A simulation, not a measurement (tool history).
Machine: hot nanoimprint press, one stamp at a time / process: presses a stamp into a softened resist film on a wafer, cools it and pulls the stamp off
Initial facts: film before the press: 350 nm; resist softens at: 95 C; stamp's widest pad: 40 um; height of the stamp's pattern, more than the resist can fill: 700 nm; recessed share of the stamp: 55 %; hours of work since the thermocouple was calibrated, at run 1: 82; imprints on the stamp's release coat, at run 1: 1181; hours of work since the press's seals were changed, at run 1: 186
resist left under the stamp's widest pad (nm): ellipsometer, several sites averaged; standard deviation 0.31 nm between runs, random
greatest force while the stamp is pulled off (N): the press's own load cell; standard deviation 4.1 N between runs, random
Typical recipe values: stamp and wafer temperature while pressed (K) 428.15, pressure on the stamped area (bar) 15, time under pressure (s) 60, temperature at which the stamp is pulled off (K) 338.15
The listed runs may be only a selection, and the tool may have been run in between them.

run   hour  stamp and wafer temperature while pressed (K)  pressure on the stamped area (bar)  time under pressure (s)  temperature at which the stamp is pulled off (K)  hours of work since the thermocouple was calibrated  imprints on the stamp's release coat  hours of work since the press's seals were changed  resist left under the stamp's widest pad (nm)  greatest force while the stamp is pulled off (N)
  1    0.0                                         428.15                                  15                       60                                            338.15                                                   82                                  1181                                                 186                                          176.7                                               244
  2   10.7                                         428.15                                  15                       60                                            338.15                                                   87                                  1205                                                 191                                          175.9                                               258
  3   23.3                                         428.15                                  15                       60                                            338.15                                                   94                                  1234                                                 198                                          176.2                                               254
  4   36.2                                         428.15                                  15                       60                                            338.15                                                  100                                  1263                                                 204                                          176.6                                               249
  5   47.6                                         428.15                                  15                       60                                            344.15                                                  106                                  1290                                                 210                                          175.7                                               238
  6   54.9                                         428.15                                  15                       60                                            338.15                                                  110                                  1306                                                 214                                          175.7                                               258
  7   62.8                                         428.15                                  15                       60                                            338.15                                                  114                                  1324                                                 218                                          176.1                                               258
  8   76.5                                         428.15                                  15                       60                                            344.15                                                  121                                  1355                                                 225                                          175.4                                               245
  9   90.0                                         428.15                                  15                       60                                            344.15                                                  128                                  1386                                                 231                                          176.5                                               235
 10  103.9                                         428.15                                  15                       60                                            344.15                                                  135                                  1418                                                 239                                          176.2                                               241
 11  115.6                                         424.15                                  15                       60                                            338.15                                                  141                                  1444                                                 245                                          199.7                                               260
 12  125.8                                         424.15                                  15                       60                                            338.15                                                  146                                  1468                                                 250                                          199.7                                               258
 13  133.5                                         424.15                                  15                       60                                            338.15                                                  150                                  1485                                                 254                                          199.7                                               257
 14  142.5                                         428.15                                  15                       60                                            338.15                                                  154                                  1505                                                 258                                          175.4                                               262

Forecast run 15:
 15  155.9                                         431.15                                  15                       60                                            327.15                                                  161                                  1536                                                 265                                              ?                                                 ?

resist left under the stamp's widest pad (nm): 159.8
greatest force while the stamp is pulled off (N): 294
Had the tool carried no hidden state, the very same run would have given resist left under the stamp's widest pad (nm) 161.0, greatest force while the stamp is pulled off (N) 220.

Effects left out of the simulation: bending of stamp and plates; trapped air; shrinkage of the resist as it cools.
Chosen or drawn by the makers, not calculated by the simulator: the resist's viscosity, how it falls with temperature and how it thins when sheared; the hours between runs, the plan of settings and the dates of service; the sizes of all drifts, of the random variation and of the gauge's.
